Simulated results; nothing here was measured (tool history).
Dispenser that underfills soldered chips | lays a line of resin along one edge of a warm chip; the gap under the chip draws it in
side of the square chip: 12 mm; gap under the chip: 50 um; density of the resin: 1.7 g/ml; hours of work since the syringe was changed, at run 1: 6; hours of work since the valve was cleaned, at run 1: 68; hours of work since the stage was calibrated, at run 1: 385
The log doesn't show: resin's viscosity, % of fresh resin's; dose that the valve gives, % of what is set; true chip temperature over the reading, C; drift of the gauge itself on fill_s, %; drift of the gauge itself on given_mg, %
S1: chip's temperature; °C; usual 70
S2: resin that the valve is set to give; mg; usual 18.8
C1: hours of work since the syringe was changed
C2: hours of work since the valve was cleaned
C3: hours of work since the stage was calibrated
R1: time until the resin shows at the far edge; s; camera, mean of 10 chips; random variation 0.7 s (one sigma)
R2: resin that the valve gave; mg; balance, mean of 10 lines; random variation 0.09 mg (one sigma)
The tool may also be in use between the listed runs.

| run | day | S1 | S2 | C1 | C2 | C3 | R1 | R2 |
|---|---|---|---|---|---|---|---|---|
| 1 | 0 | 70 | 18.8 | 6 | 68 | 385 | 95 | 17.82 |
|  | 0.05 | new syringe of resin |
|  | 0.546 | new syringe of resin |
| 2 | 0.762 | 70 | 18.8 | 3 | 79 | 396 | 73.3 | 17.56 |
|  | 0.988 | new syringe of resin |
| 3 | 1.338 | 70 | 18.8 | 5 | 87 | 404 | 86.5 | 17.48 |
|  | 1.442 | new syringe of resin |
|  | 1.662 | stage's temperature calibrated |
| 4 | 1.696 | 70 | 18.8 | 3 | 92 | 0 | 84 | 17.21 |
|  | 1.925 | new syringe of resin |
| 5 | 2.071 | 70 | 17.4 | 2 | 97 | 6 | 80.1 | 15.88 |
|  | 2.412 | new syringe of resin |
| 6 | 2.725 | 70 | 17.4 | 5 | 107 | 15 | 99.9 | 15.6 |
|  | 2.875 | new syringe of resin |
| 7 | 3.246 | 70 | 16.6 | 6 | 114 | 23 | 106.7 | 14.84 |
|  | 3.325 | new syringe of resin |
|  | 3.642 | dispensing valve cleaned and set on the balance |
| 8 | 3.688 | 70 | 16.6 | 5 | 1 | 29 | 99.2 | 16.69 |
|  | 3.838 | new syringe of resin |
| 9 | 4.042 | 70 | 16.6 | 3 | 6 | 34 | 85.5 | 16.45 |
|  | 4.317 | new syringe of resin |
| 10 | 4.371 | 74 | 19.8 | 1 | 10 | 39 | 53.7 | 19.48 |
| 11 | 4.712 | 68 | 20.7 | 6 | 16 | 44 | 115.6 | 20.23 |
|  | 4.792 | new syringe of resin |
|  | 5.254 | new syringe of resin |
| 12 | 5.454 | 58 | 17.7 | 3 | 26 | 54 | 161.6 | 17.21 |
|  | 5.704 | new syringe of resin |
| 13 | 5.846 | 62 | 23 | 2 | 32 | 60 | 113.5 | 22.37 |
|  | 6.183 | new syringe of resin |
| 14 | 6.575 | 67 | 18.8 | 6 | 43 | 71 | 120.8 | 18.07 |
|  | 6.642 | new syringe of resin |
|  | 7.117 | new syringe of resin |
| 15 | 7.275 | 58 | 23.5 | 2 | 53 | 81 | 147.5 | 22.35 |
|  | 7.575 | new syringe of resin |
| 16 | 7.758 | 81 | 19.9 | 3 | 60 | 88 | 42.7 | 18.65 |
|  | 8.029 | new syringe of resin |
| 17 | 8.3 | 84 | 21.1 | 4 | 68 | 96 | 40.9 | 19.69 |

5 ways to go on from here, each from the tool as it stands after run 17. What would each give?
|  | 8.479 | new syringe of resin |
|  | 8.938 | new syringe of resin |
| A | 8.958 | 78 | 24.1 | 0 | 77 | 105 | ? | ? |
|  | 8.479 | new syringe of resin |
|  | 8.938 | new syringe of resin |
| B | 8.958 | 61 | 18.8 | 0 | 77 | 105 | ? | ? |
|  | 8.479 | new syringe of resin |
|  | 8.938 | new syringe of resin |
| C | 8.958 | 58 | 19.9 | 0 | 77 | 105 | ? | ? |
|  | 8.479 | new syringe of resin |
|  | 8.938 | new syringe of resin |
| D | 8.958 | 57 | 22.2 | 0 | 77 | 105 | ? | ? |
|  | 8.479 | new syringe of resin |
|  | 8.938 | new syringe of resin |
| E | 8.958 | 65 | 22.7 | 0 | 77 | 105 | ? | ? |

| run | R1 | R2 |
|---|---|---|
| A | 41.2 | 22.35 |
| B | 104.8 | 17.47 |
| C | 124.1 | 18.55 |
| D | 131 | 20.74 |
| E | 81.8 | 21.11 |
Without the tool's hidden state the same runs would have given:
| run | R1 | R2 |
|---|---|---|
| A | 41.2 | 24.1 |
| B | 104.1 | 18.84 |
| C | 123.7 | 20 |
| D | 131.2 | 22.36 |
| E | 81.8 | 22.76 |
